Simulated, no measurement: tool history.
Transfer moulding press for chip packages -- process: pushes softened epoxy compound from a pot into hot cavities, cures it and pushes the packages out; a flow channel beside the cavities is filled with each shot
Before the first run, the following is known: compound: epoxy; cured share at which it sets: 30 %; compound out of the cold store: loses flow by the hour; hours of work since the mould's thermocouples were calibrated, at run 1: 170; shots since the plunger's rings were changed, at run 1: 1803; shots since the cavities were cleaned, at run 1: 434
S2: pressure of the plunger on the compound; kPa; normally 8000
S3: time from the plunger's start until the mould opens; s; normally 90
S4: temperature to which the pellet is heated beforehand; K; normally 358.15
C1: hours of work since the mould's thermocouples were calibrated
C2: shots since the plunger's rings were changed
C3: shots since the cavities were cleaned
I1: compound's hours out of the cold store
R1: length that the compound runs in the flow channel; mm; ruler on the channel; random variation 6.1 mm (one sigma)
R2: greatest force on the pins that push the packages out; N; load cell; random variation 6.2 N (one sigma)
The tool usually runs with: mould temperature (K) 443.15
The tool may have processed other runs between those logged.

{"run": 1, "hour": 0.0, "mould temperature (K)": 443.15, "S2": 8000, "S3": 90, "S4": 358.15, "C1": 170, "C2": 1803, "C3": 434, "I1": 33.8, "R1": 651, "R2": 377}
{"run": 2, "hour": 21.8, "mould temperature (K)": 443.15, "S2": 8000, "S3": 90, "S4": 358.15, "C1": 187, "C2": 2154, "C3": 785, "I1": 46.8, "R1": 606, "R2": 386}
{"hour": 32.1, "done": "cavities cleaned with cleaning compound and waxed"}
{"run": 3, "hour": 40.0, "mould temperature (K)": 443.15, "S2": 8000, "S3": 90, "S4": 358.15, "C1": 200, "C2": 2425, "C3": 129, "I1": 21.7, "R1": 672, "R2": 298}
{"run": 4, "hour": 59.1, "mould temperature (K)": 443.15, "S2": 8000, "S3": 90, "S4": 358.15, "C1": 214, "C2": 2732, "C3": 436, "I1": 28.8, "R1": 646, "R2": 354}
{"run": 5, "hour": 79.4, "mould temperature (K)": 443.15, "S2": 8000, "S3": 90, "S4": 358.15, "C1": 230, "C2": 3059, "C3": 763, "I1": 38.6, "R1": 620, "R2": 389}
{"hour": 91.4, "done": "cavities cleaned with cleaning compound and waxed"}
{"run": 6, "hour": 101.6, "mould temperature (K)": 443.15, "S2": 9460, "S3": 90, "S4": 358.15, "C1": 245, "C2": 3392, "C3": 164, "I1": 41.2, "R1": 667, "R2": 296}
{"run": 7, "hour": 128.2, "mould temperature (K)": 443.15, "S2": 9460, "S3": 90, "S4": 358.15, "C1": 265, "C2": 3822, "C3": 594, "I1": 46.8, "R1": 640, "R2": 378}
{"hour": 150.6, "done": "cavities cleaned with cleaning compound and waxed"}
{"run": 8, "hour": 154.6, "mould temperature (K)": 438.15, "S2": 8000, "S3": 90, "S4": 358.15, "C1": 284, "C2": 4223, "C3": 65, "I1": 18.9, "R1": 683, "R2": 352}
{"run": 9, "hour": 173.7, "mould temperature (K)": 438.15, "S2": 8000, "S3": 90, "S4": 358.15, "C1": 299, "C2": 4530, "C3": 372, "I1": 20.2, "R1": 671, "R2": 435}
{"run": 10, "hour": 198.9, "mould temperature (K)": 437.15, "S2": 8000, "S3": 90, "S4": 358.15, "C1": 318, "C2": 4936, "C3": 778, "I1": 24.5, "R1": 645, "R2": 534}
{"hour": 210.5, "done": "cavities cleaned with cleaning compound and waxed"}
{"run": 11, "hour": 219.1, "mould temperature (K)": 443.15, "S2": 8000, "S3": 90, "S4": 358.15, "C1": 332, "C2": 5239, "C3": 139, "I1": 20.2, "R1": 640, "R2": 305}
{"run": 12, "hour": 234.0, "mould temperature (K)": 443.15, "S2": 8000, "S3": 90, "S4": 358.15, "C1": 343, "C2": 5478, "C3": 378, "I1": 17.1, "R1": 656, "R2": 354}
{"run": 13, "hour": 258.5, "mould temperature (K)": 446.15, "S2": 8000, "S3": 90, "S4": 358.15, "C1": 362, "C2": 5873, "C3": 773, "I1": 16, "R1": 646, "R2": 372}
{"hour": 267.2, "done": "plunger's sealing rings changed"}
{"hour": 273.1, "done": "cavities cleaned with cleaning compound and waxed"}
{"run": 14, "hour": 289.6, "mould temperature (K)": 443.15, "S2": 8000, "S3": 90, "S4": 358.15, "C1": 382, "C2": 336, "C3": 266, "I1": 10.9, "R1": 723, "R2": 340}
{"run": 15, "hour": 309.7, "mould temperature (K)": 448.15, "S2": 8310, "S3": 110, "S4": 352.15, "C1": 398, "C2": 660, "C3": 590, "I1": 20.4, "R1": 695, "R2": 341}
{"hour": 332.5, "done": "cavities cleaned with cleaning compound and waxed"}
{"run": 16, "hour": 335.0, "mould temperature (K)": 442.15, "S2": 6110, "S3": 114, "S4": 352.15, "C1": 416, "C2": 1043, "C3": 39, "I1": 18.5, "R1": 603, "R2": 237}
{"run": 17, "hour": 350.3, "mould temperature (K)": 443.15, "S2": 8000, "S3": 94, "S4": 358.15, "C1": 427, "C2": 1291, "C3": 287, "I1": 15.6, "R1": 698, "R2": 324}
{"run": 18, "hour": 367.9, "mould temperature (K)": 436.15, "S2": 8000, "S3": 102, "S4": 358.15, "C1": 440, "C2": 1574, "C3": 570, "I1": 33.9, "R1": 663, "R2": 429}
{"run": 19, "hour": 388.5, "mould temperature (K)": 436.15, "S2": 8000, "S3": 102, "S4": 349.15, "C1": 456, "C2": 1906, "C3": 902, "I1": 25.7, "R1": 675, "R2": 453}
{"hour": 391.5, "done": "cavities cleaned with cleaning compound and waxed"}
{"run": 20, "hour": 404.9, "mould temperature (K)": 443.15, "S2": 8000, "S3": 90, "S4": 358.15, "C1": 467, "C2": 2147, "C3": 217, "I1": 39.3, "R1": 623, "R2": 316}
{"run": 21, "hour": 432.4, "mould temperature (K)": 443.15, "S2": 8000, "S3": 90, "S4": 358.15, "C1": 488, "C2": 2590, "C3": 660, "I1": 20, "R1": 678, "R2": 405}
{"run": 22, "hour": 444.8, "mould temperature (K)": 443.15, "S2": 7120, "S3": 114, "S4": 367.15, "C1": 498, "C2": 2790, "C3": 860, "I1": 16.1, "R1": 650, "R2": 353}
{"hour": 451.0, "done": "cavities cleaned with cleaning compound and waxed"}
{"run": 23, "hour": 472.2, "mould temperature (K)": 443.15, "S2": 8000, "S3": 71, "S4": 358.15, "C1": 517, "C2": 3207, "C3": 341, "I1": 26.4, "R1": 661, "R2": 491}
{"run": 24, "hour": 497.6, "mould temperature (K)": 447.15, "S2": 9420, "S3": 90, "S4": 358.15, "C1": 537, "C2": 3617, "C3": 751, "I1": 25.2, "R1": 699, "R2": 357}
{"hour": 509.3, "done": "cavities cleaned with cleaning compound and waxed"}
{"run": 25, "hour": 521.2, "mould temperature (K)": 441.15, "S2": 9420, "S3": 105, "S4": 358.15, "C1": 553, "C2": 3973, "C3": 192, "I1": 34.4, "R1": 683, "R2": 288}
{"run": 26, "hour": 544.7, "mould temperature (K)": 437.15, "S2": 6050, "S3": 79, "S4": 353.15, "C1": 571, "C2": 4352, "C3": 571, "I1": 42.3, "R1": 536, "R2": 654}
{"hour": 568.5, "done": "cavities cleaned with cleaning compound and waxed"}
{"run": 27, "hour": 574.2, "mould temperature (K)": 437.15, "S2": 6050, "S3": 79, "S4": 353.15, "C1": 592, "C2": 4803, "C3": 92, "I1": 39.1, "R1": 538, "R2": 451}

Subtracting, for every run, the result it would have given without the tool's unlogged condition from the measured result gives the following. The same run-to-run variation enters both numbers; the gauge's scatter may not:
Unlogged tool condition in this case: true mould temperature over the reading, C; pressure that reaches the compound, % of what is set; grip of the stained cavities, % over clean ones'; drift of the gauge itself on flow_mm, %; drift of the gauge itself on push_out_n, %.
run=1 R1=-21 R2=+132
run=2 R1=-23 R2=+156
run=3 R1=-28 R2=+53
run=4 R1=-31 R2=+120
run=5 R1=-33 R2=+150
run=6 R1=-39 R2=+59
run=7 R1=-42 R2=+138
run=8 R1=-50 R2=+31
run=9 R1=-53 R2=+124
run=10 R1=-56 R2=+199
run=11 R1=-59 R2=+50
run=12 R1=-63 R2=+108
run=13 R1=-68 R2=+146
run=14 R1=-6 R2=+86
run=15 R1=-9 R2=+130
run=16 R1=-11 R2=+21
run=17 R1=-16 R2=+90
run=18 R1=-17 R2=+148
run=19 R1=-22 R2=+173
run=20 R1=-22 R2=+71
run=21 R1=-30 R2=+149
run=22 R1=-31 R2=+143
run=23 R1=-36 R2=+123
run=24 R1=-44 R2=+139
run=25 R1=-46 R2=+65
run=26 R1=-41 R2=+205
run=27 R1=-45 R2=+25
